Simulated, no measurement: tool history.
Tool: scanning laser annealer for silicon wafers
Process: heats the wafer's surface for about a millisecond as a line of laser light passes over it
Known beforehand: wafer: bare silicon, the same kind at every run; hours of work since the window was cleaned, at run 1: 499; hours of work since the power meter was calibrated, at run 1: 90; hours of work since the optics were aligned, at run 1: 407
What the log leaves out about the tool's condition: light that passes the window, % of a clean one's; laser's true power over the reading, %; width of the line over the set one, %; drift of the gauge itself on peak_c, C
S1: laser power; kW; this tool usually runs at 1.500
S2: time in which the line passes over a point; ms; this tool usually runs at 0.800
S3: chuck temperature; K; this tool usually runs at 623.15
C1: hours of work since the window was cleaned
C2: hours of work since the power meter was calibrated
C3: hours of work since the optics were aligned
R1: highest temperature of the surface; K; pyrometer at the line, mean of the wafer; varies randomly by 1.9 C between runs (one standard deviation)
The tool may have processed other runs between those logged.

Run 1, hour 0.0: usual settings; C1 499; C2 90; C3 407. Result: R1 1418.15 K.
Run 2, hour 44.6: usual settings; C1 532; C2 122; C3 439. Result: R1 1418.15 K.
Run 3, hour 87.0: usual settings but S3 591.15 K; C1 562; C2 153; C3 470. Result: R1 1388.15 K.
Run 4, hour 123.7: usual settings; C1 589; C2 179; C3 496. Result: R1 1420.15 K.
At hour 141.4: window over the wafer cleaned.
Run 5, hour 149.8: usual settings; C1 6; C2 196; C3 514. Result: R1 1423.15 K.
Run 6, hour 197.7: usual settings but S2 0.715 ms; C1 41; C2 231; C3 548. Result: R1 1369.15 K.
Run 7, hour 236.8: usual settings but S1 1.376 kW, S2 0.715 ms; C1 69; C2 259; C3 576. Result: R1 1298.15 K.
Run 8, hour 261.4: usual settings but S1 1.376 kW, S2 0.715 ms; C1 87; C2 277; C3 594. Result: R1 1297.15 K.
Run 9, hour 312.8: usual settings; C1 124; C2 314; C3 631. Result: R1 1421.15 K.
Run 10, hour 347.5: usual settings; C1 149; C2 339; C3 656. Result: R1 1420.15 K.
Run 11, hour 373.4: usual settings but S2 0.753 ms; C1 167; C2 358; C3 675. Result: R1 1392.15 K.
Run 12, hour 403.5: usual settings but S2 0.753 ms; C1 189; C2 379; C3 697. Result: R1 1391.15 K.
At hour 449.6: optics aligned, line set to its width.
Run 13, hour 458.7: usual settings but S2 0.563 ms; C1 225; C2 416; C3 7. Result: R1 1273.15 K.
Run 14, hour 497.8: usual settings; C1 253; C2 444; C3 35. Result: R1 1421.15 K.
Run 15, hour 527.5: usual settings but S1 1.635 kW; C1 275; C2 465; C3 56. Result: R1 1511.15 K.
Run 16, hour 556.7: usual settings but S3 602.15 K; C1 296; C2 486; C3 77. Result: R1 1401.15 K.
Run 17, hour 603.1: usual settings but S2 0.687 ms; C1 329; C2 520; C3 111. Result: R1 1352.15 K.
Run 18, hour 644.7: usual settings; C1 359; C2 550; C3 141. Result: R1 1420.15 K.
Run 19, hour 666.9: usual settings but S1 1.306 kW, S2 0.874 ms, S3 592.15 K; C1 375; C2 566; C3 157. Result: R1 1298.15 K.
Run 20, hour 699.3: usual settings but S1 1.306 kW, S2 0.874 ms, S3 592.15 K; C1 399; C2 589; C3 180. Result: R1 1301.15 K.
Run 21, hour 728.1: usual settings but S1 1.339 kW, S2 0.782 ms, S3 660.15 K; C1 420; C2 610; C3 201. Result: R1 1344.15 K.
Run 22, hour 777.2: usual settings but S1 1.339 kW, S2 0.782 ms, S3 660.15 K; C1 455; C2 645; C3 236. Result: R1 1343.15 K.
Run 23, hour 810.1: usual settings but S1 1.286 kW, S2 0.653 ms, S3 650.15 K; C1 479; C2 669; C3 260. Result: R1 1237.15 K.
Run 24, hour 835.3: usual settings but S1 1.279 kW, S2 0.601 ms, S3 654.15 K; C1 497; C2 687; C3 278. Result: R1 1204.15 K.
Run 25, hour 863.4: usual settings but S2 0.596 ms, S3 604.15 K; C1 517; C2 707; C3 298. Result: R1 1276.15 K.
Run 26, hour 887.2: usual settings but S3 619.15 K; C1 534; C2 725; C3 316. Result: R1 1418.15 K.
Run 27, hour 927.6: usual settings but S3 619.15 K; C1 563; C2 754; C3 345. Result: R1 1414.15 K.
Run 28, hour 968.4: usual settings but S1 1.363 kW, S2 0.688 ms, S3 635.15 K; C1 593; C2 783; C3 374. Result: R1 1282.15 K.
At hour 979.6: window over the wafer cleaned.
Run 29, hour 1019.5: usual settings but S1 1.363 kW, S2 0.688 ms, S3 635.15 K; C1 29; C2 819; C3 410. Result: R1 1286.15 K.

Predict the results of run 30:
Run 30, hour 1067.8: usual settings but S1 1.363 kW, S2 0.688 ms, S3 635.15 K; C1 64; C2 853; C3 444. Result: R1 ?.

{"run 30": {"R1": 1287.15}}
Were there no unlogged condition in the tool, this run, its random variation unchanged, would have produced R1 1287.15 K.
